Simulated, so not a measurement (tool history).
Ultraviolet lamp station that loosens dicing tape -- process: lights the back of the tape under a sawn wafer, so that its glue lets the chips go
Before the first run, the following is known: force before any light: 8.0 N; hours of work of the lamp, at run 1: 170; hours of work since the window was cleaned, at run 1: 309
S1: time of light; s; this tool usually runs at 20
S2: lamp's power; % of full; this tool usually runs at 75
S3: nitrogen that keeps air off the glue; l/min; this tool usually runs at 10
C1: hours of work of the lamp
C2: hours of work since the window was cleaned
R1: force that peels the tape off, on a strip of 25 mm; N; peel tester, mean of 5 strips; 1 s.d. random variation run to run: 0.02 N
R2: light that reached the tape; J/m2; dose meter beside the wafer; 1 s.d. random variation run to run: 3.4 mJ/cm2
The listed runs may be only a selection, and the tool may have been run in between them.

run	hour	S1	S2	S3	C1	C2	R1	R2
1	0	20	75	10	170	309	1.135	4730
2	71.7	20	75	10	204	343	1.298	4630
3	126.3	20	75	10	230	369	1.272	4590
4	180.1	20	75	10	256	395	1.334	4510
5	216.8	20	75	10	273	412	1.27	4500
6	282.7	35	75	10	305	444	0.484	7790
7	336.9	35	75	10	331	470	0.48	7520
# hour 343.5: window cleaned of glue's vapour
8	406.2	20	75	10	363	30	1.548	4100
9	478.9	20	75	10	398	65	1.572	4050
10	519.9	20	75	10	418	84	1.631	4020
11	564	18	72	7	439	105	2.328	3390

Expected results for the next run?
# hour 603.1: window cleaned of glue's vapour, once more
12	630.5	23	60	5	470	13	?	?

{"run 12": {"R1": 2.096, "R2": 4210}}
Minus the tool's unlogged condition, the same run would have read R1 1.674 N, R2 4950 J/m2.
